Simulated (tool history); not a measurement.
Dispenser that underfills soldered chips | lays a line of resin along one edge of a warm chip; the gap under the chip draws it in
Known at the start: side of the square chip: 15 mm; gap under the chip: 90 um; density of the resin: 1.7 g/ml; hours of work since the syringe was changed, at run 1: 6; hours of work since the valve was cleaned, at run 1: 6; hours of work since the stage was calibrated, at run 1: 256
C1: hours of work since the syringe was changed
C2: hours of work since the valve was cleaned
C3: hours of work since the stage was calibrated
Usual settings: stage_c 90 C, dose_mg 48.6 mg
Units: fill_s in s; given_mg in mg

Run 1, hour 0: usual settings; C1 6; C2 6; C3 256. Result: fill_s 186.9 s, given_mg 48.26 mg.
At hour 4.3: new syringe of resin.
Run 2, hour 7: usual settings; C1 2; C2 11; C3 261. Result: fill_s 164.3 s, given_mg 48.01 mg.
Run 3, hour 14: usual settings; C1 7; C2 16; C3 266. Result: fill_s 202.8 s, given_mg 47.6 mg.
At hour 16.2: new syringe of resin.
Run 4, hour 26.7: usual settings; C1 8; C2 26; C3 276. Result: fill_s 212.5 s, given_mg 47.31 mg.
At hour 28: new syringe of resin.
Run 5, hour 37.1: usual settings; C1 7; C2 33; C3 283. Result: fill_s 207.5 s, given_mg 47.04 mg.
At hour 39.5: new syringe of resin.
Run 6, hour 48.3: usual settings; C1 7; C2 41; C3 292. Result: fill_s 195.9 s, given_mg 46.83 mg.
At hour 51.4: new syringe of resin.
Run 7, hour 60.3: usual settings but dose_mg 50.8 mg; C1 7; C2 50; C3 301. Result: fill_s 198.3 s, given_mg 48.32 mg.
At hour 63.7: new syringe of resin.
Run 8, hour 68.1: usual settings but dose_mg 50.8 mg; C1 3; C2 56; C3 306. Result: fill_s 177.9 s, given_mg 47.9 mg.
At hour 75.2: new syringe of resin.
Run 9, hour 82.3: usual settings but dose_mg 50.8 mg; C1 5; C2 67; C3 317. Result: fill_s 195.2 s, given_mg 47.16 mg.
At hour 86.9: new syringe of resin.
Run 10, hour 90.4: usual settings but dose_mg 50.8 mg; C1 3; C2 73; C3 323. Result: fill_s 168.8 s, given_mg 47.11 mg.
Run 11, hour 96.6: usual settings but dose_mg 50.8 mg; C1 7; C2 77; C3 327. Result: fill_s 205 s, given_mg 47.09 mg.
At hour 98.7: new syringe of resin.
Run 12, hour 109.4: usual settings but dose_mg 50.8 mg; C1 8; C2 87; C3 337. Result: fill_s 211.2 s, given_mg 46.41 mg.
At hour 110.8: new syringe of resin.
Run 13, hour 116.7: usual settings but dose_mg 50.8 mg; C1 4; C2 92; C3 342. Result: fill_s 186.9 s, given_mg 46.39 mg.
At hour 120: stage's temperature calibrated.
At hour 123.2: new syringe of resin.
Run 14, hour 123.7: usual settings but dose_mg 50.8 mg; C1 0; C2 96; C3 3. Result: fill_s 149 s, given_mg 46.22 mg.
Run 15, hour 129.5: usual settings but dose_mg 50.8 mg; C1 5; C2 101; C3 7. Result: fill_s 174.1 s, given_mg 46.08 mg.
At hour 134.9: new syringe of resin.
Run 16, hour 141.1: usual settings but stage_c 85 C, dose_mg 48.9 mg; C1 5; C2 109; C3 16. Result: fill_s 204.6 s, given_mg 43.85 mg.
At hour 146.8: new syringe of resin.
Run 17, hour 151.2: usual settings but stage_c 85 C, dose_mg 48.9 mg; C1 3; C2 117; C3 23. Result: fill_s 191.8 s, given_mg 43.37 mg.
At hour 154.4: dispensing valve cleaned and set on the balance.
At hour 159.7: new syringe of resin.
Run 18, hour 162.1: usual settings but stage_c 85 C, dose_mg 48.9 mg; C1 2; C2 6; C3 30. Result: fill_s 178.4 s, given_mg 48.61 mg.
At hour 171.9: new syringe of resin.
Run 19, hour 174.3: usual settings but stage_c 103 C, dose_mg 63 mg; C1 2; C2 15; C3 39. Result: fill_s 105.1 s, given_mg 61.88 mg.
At hour 183.5: new syringe of resin.
Run 20, hour 186.8: usual settings but stage_c 93 C, dose_mg 45 mg; C1 3; C2 24; C3 49. Result: fill_s 145.7 s, given_mg 43.96 mg.
At hour 195.4: new syringe of resin.
Run 21, hour 196.7: usual settings but stage_c 92 C, dose_mg 57.2 mg; C1 1; C2 31; C3 56. Result: fill_s 141.1 s, given_mg 56.35 mg.
Run 22, hour 205: usual settings but stage_c 86 C; C1 7; C2 37; C3 62. Result: fill_s 222.8 s, given_mg 47.03 mg.
At hour 207: new syringe of resin.
At hour 218.4: new syringe of resin.
Run 23, hour 218.4: usual settings but stage_c 99 C; C1 0; C2 47; C3 72. Result: fill_s 116.6 s, given_mg 46.35 mg.
Run 24, hour 227.6: usual settings but stage_c 77 C, dose_mg 52.5 mg; C1 7; C2 54; C3 79. Result: fill_s 279.4 s, given_mg 49.57 mg.
At hour 229.9: new syringe of resin.
Run 25, hour 234.5: usual settings but stage_c 101 C, dose_mg 49 mg; C1 4; C2 59; C3 84. Result: fill_s 124.8 s, given_mg 46.29 mg.
At hour 241.4: new syringe of resin.
Run 26, hour 248: usual settings but stage_c 101 C, dose_mg 49 mg; C1 5; C2 69; C3 94. Result: fill_s 131.8 s, given_mg 45.9 mg.
At hour 253.2: new syringe of resin.
Run 27, hour 258.9: usual settings but stage_c 101 C, dose_mg 49 mg; C1 4; C2 77; C3 102. Result: fill_s 130.6 s, given_mg 45.55 mg.
At hour 264.7: new syringe of resin.
Run 28, hour 273: usual settings but stage_c 101 C, dose_mg 49 mg; C1 6; C2 88; C3 113. Result: fill_s 141.3 s, given_mg 45.41 mg.
At hour 276.8: new syringe of resin.
Run 29, hour 284.5: usual settings but stage_c 101 C, dose_mg 42.9 mg; C1 6; C2 96; C3 121. Result: fill_s 152.8 s, given_mg 39.28 mg.
At hour 288.7: new syringe of resin.
Run 30, hour 291.7: usual settings but stage_c 101 C, dose_mg 42.9 mg; C1 2; C2 101; C3 126. Result: fill_s 131.6 s, given_mg 38.92 mg.

Forecast each of these 3 alternatives for the next run:
Run A, hour 297.3: usual settings but stage_c 94 C; C1 7; C2 106; C3 131. Result: fill_s ?, given_mg ?.
Run B, hour 297.3: usual settings but stage_c 78 C, dose_mg 47.3 mg; C1 7; C2 106; C3 131. Result: fill_s ?, given_mg ?.
Run C, hour 297.3: usual settings but stage_c 87 C, dose_mg 45.5 mg; C1 7; C2 106; C3 131. Result: fill_s ?, given_mg ?.

run  fill_s  given_mg
  A   177.9     43.79
  B   282.5     42.72
  C   216.1     41.29
Without the tool's hidden state the same runs would have given:
run  fill_s  given_mg
  A   130.2     48.52
  B   205.7     47.33
  C   156.8     45.74

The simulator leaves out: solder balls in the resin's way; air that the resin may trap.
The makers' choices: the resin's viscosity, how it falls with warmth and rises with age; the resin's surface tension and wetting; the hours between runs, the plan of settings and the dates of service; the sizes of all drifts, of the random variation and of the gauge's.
